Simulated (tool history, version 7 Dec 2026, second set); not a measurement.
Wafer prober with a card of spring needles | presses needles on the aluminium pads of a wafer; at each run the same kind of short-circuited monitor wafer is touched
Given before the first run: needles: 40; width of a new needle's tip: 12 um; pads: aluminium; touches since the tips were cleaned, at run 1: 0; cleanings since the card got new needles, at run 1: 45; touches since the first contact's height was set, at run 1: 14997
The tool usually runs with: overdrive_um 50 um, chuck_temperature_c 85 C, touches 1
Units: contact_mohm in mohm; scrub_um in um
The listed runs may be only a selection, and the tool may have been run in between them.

run    hour  overdrive_um  chuck_temperature_c  touches  touches since the tips were cleaned  cleanings since the card got new needles  touches since the first contact's height was set  contact_mohm  scrub_um
  1     0.0            50                   85        1                                    0                                        45                                             14997           267      6.88
       13.1  -- tips cleaned on abrasive film
       29.4  -- tips cleaned on abrasive film
       45.8  -- tips cleaned on abrasive film
  2    54.9            50                   85        1                                 4917                                        48                                             44363           265      6.84
       61.5  -- tips cleaned on abrasive film
       77.8  -- tips cleaned on abrasive film
       94.2  -- tips cleaned on abrasive film
  3   103.7            50                   85        1                                 5120                                        51                                             70438           262      6.87
      110.3  -- tips cleaned on abrasive film
      123.4  -- tips cleaned on abrasive film
      139.7  -- tips cleaned on abrasive film
      143.3  -- height of the first contact set anew
      156.4  -- tips cleaned on abrasive film
      172.7  -- tips cleaned on abrasive film
      189.1  -- tips cleaned on abrasive film
  4   196.5            46                   85        1                                 3981                                        57                                             28429           265      6.33
      203.1  -- tips cleaned on abrasive film
      219.4  -- tips cleaned on abrasive film
      235.7  -- tips cleaned on abrasive film
      252.1  -- tips cleaned on abrasive film
      265.2  -- tips cleaned on abrasive film
  5   265.4            50                   44        1                                  133                                        62                                             65235           250      6.90
      278.5  -- tips cleaned on abrasive film
      291.6  -- tips cleaned on abrasive film
      308.0  -- tips cleaned on abrasive film
      314.8  -- height of the first contact set anew
      324.6  -- tips cleaned on abrasive film
      340.9  -- tips cleaned on abrasive film
      357.3  -- tips cleaned on abrasive film
  6   357.9            50                   44        1                                  325                                        68                                             23026           254      6.89
      371.0  -- tips cleaned on abrasive film
      384.1  -- tips cleaned on abrasive film
      400.4  -- tips cleaned on abrasive film
  7   403.1            50                   44        1                                 1436                                        71                                             47167           255      6.92
      416.2  -- tips cleaned on abrasive film
      429.3  -- tips cleaned on abrasive film
      445.6  -- tips cleaned on abrasive film
      461.9  -- tips cleaned on abrasive film
      478.3  -- tips cleaned on abrasive film
  8   484.0            50                   44        1                                 3091                                        76                                             90423           255      6.90
      487.6  -- height of the first contact set anew
      494.2  -- tips cleaned on abrasive film
      510.5  -- tips cleaned on abrasive film
      526.9  -- tips cleaned on abrasive film
  9   533.2            50                   44        1                                 3430                                        79                                             24386           255      6.90
      543.1  -- tips cleaned on abrasive film
      556.2  -- tips cleaned on abrasive film
      572.5  -- tips cleaned on abrasive film
      588.8  -- tips cleaned on abrasive film
 10   593.9            50                  119        1                                 2721                                        83                                             56793           272      6.92
      603.8  -- tips cleaned on abrasive film
      616.8  -- tips cleaned on abrasive film
      633.2  -- tips cleaned on abrasive film
 11   633.3            50                  119        1                                   67                                        86                                             77815           271      6.91
      646.4  -- tips cleaned on abrasive film
      659.7  -- height of the first contact set anew
      663.0  -- tips cleaned on abrasive film
      679.4  -- tips cleaned on abrasive film
      692.5  -- tips cleaned on abrasive film
      708.8  -- tips cleaned on abrasive film
 12   715.4            50                  119        1                                 3568                                        91                                             29761           275      6.94
      722.0  -- tips cleaned on abrasive film
      738.4  -- tips cleaned on abrasive film
      754.7  -- tips cleaned on abrasive film
      771.0  -- tips cleaned on abrasive film
      787.4  -- tips cleaned on abrasive film
 13   795.3            50                  119        1                                 4279                                        96                                             72450           274      6.92
      801.9  -- tips cleaned on abrasive film
      818.3  -- tips cleaned on abrasive film
      831.6  -- height of the first contact set anew
      834.9  -- tips cleaned on abrasive film
 14   837.9            42                   85        2                                 1628                                        99                                              3375           266      5.81
      851.0  -- tips cleaned on abrasive film
      867.4  -- tips cleaned on abrasive film
      883.7  -- tips cleaned on abrasive film
 15   894.9            50                   85        3                                 6040                                       102                                             33863           262      6.94
      898.3  -- tips cleaned on abrasive film
      911.4  -- tips cleaned on abrasive film
      927.7  -- tips cleaned on abrasive film
      944.1  -- tips cleaned on abrasive film
 16   953.8            42                   79        3                                 5236                                       106                                             65292           265      5.85
      960.4  -- tips cleaned on abrasive film
      976.7  -- tips cleaned on abrasive film
      993.1  -- tips cleaned on abrasive film
     1003.1  -- height of the first contact set anew
     1009.7  -- tips cleaned on abrasive film
     1025.9  -- gauge calibrated
     1026.0  -- tips cleaned on abrasive film
 17  1028.9            44                   85        1                                 1556                                       111                                             13780           270      6.04
     1042.0  -- tips cleaned on abrasive film
     1055.1  -- tips cleaned on abrasive film
     1071.5  -- tips cleaned on abrasive film
     1087.8  -- tips cleaned on abrasive film
     1104.1  -- tips cleaned on abrasive film
     1117.2  -- tips cleaned on abrasive film
 18  1124.3            59                   27        1                                 3783                                       117                                             64713           244      8.09
     1130.9  -- tips cleaned on abrasive film
     1147.2  -- tips cleaned on abrasive film
     1163.6  -- tips cleaned on abrasive film
 19  1168.1            38                   85        1                                 2429                                       120                                             88100           271      5.21
     1174.9  -- height of the first contact set anew
     1178.2  -- tips cleaned on abrasive film
     1194.6  -- tips cleaned on abrasive film
     1210.9  -- tips cleaned on abrasive film
     1224.0  -- tips cleaned on abrasive film
     1240.3  -- tips cleaned on abrasive film
     1256.7  -- tips cleaned on abrasive film
 20  1258.2            50                   72        2                                  846                                       126                                             44503           262      6.87
     1271.3  -- tips cleaned on abrasive film
     1287.7  -- tips cleaned on abrasive film
     1304.0  -- tips cleaned on abrasive film
     1320.3  -- tips cleaned on abrasive film
 21  1320.6            35                   97        2                                  137                                       130                                             77820           274      4.81
     1333.7  -- tips cleaned on abrasive film
     1347.0  -- height of the first contact set anew
     1350.3  -- tips cleaned on abrasive film
     1366.7  -- tips cleaned on abrasive film
     1383.0  -- tips cleaned on abrasive film
     1399.3  -- tips cleaned on abrasive film
 22  1409.6            66                   57        1                                 5526                                       135                                             33467           252      9.12
     1413.0  -- tips cleaned on abrasive film
     1426.0  -- tips cleaned on abrasive film
     1442.4  -- tips cleaned on abrasive film
     1458.7  -- tips cleaned on abrasive film
     1471.8  -- tips cleaned on abrasive film
     1488.2  -- tips cleaned on abrasive film
     1502.1  -- tips cleaned on abrasive film
 23  1502.1            56                   44        3                                    0                                       142                                             82821           251      7.72
     1518.4  -- tips cleaned on abrasive film
     1518.7  -- height of the first contact set anew
     1535.1  -- tips cleaned on abrasive film
     1551.4  -- tips cleaned on abrasive film
     1567.8  -- tips cleaned on abrasive film
     1580.8  -- tips cleaned on abrasive film
 24  1585.1            50                   39        1                                 2305                                       147                                             35484           252      6.94
     1595.0  -- tips cleaned on abrasive film
     1611.3  -- tips cleaned on abrasive film
     1627.7  -- tips cleaned on abrasive film
     1644.0  -- tips cleaned on abrasive film
     1660.3  -- tips cleaned on abrasive film
 25  1668.1            50                   34        1                                 4179                                       152                                             79828           248      6.91

Forecast each of these 3 alternatives for the next run:
     1674.7  -- tips cleaned on abrasive film
     1687.8  -- tips cleaned on abrasive film
     1691.3  -- height of the first contact set anew
     1701.2  -- tips cleaned on abrasive film
  A  1713.2            63                   62        1                                 6462                                       155                                             11702             ?         ?
     1674.7  -- tips cleaned on abrasive film
     1687.8  -- tips cleaned on abrasive film
     1691.3  -- height of the first contact set anew
     1701.2  -- tips cleaned on abrasive film
  B  1713.2            30                   73        2                                 6462                                       155                                             11702             ?         ?
     1674.7  -- tips cleaned on abrasive film
     1687.8  -- tips cleaned on abrasive film
     1691.3  -- height of the first contact set anew
     1701.2  -- tips cleaned on abrasive film
  C  1713.2            50                   34        2                                 6462                                       155                                             11702             ?         ?

run  contact_mohm  scrub_um
  A           255      8.72
  B           271      4.15
  C           250      6.92
With no hidden state in the tool, these same runs would have given:
run  contact_mohm  scrub_um
  A           255      8.64
  B           270      4.12
  C           249      6.86

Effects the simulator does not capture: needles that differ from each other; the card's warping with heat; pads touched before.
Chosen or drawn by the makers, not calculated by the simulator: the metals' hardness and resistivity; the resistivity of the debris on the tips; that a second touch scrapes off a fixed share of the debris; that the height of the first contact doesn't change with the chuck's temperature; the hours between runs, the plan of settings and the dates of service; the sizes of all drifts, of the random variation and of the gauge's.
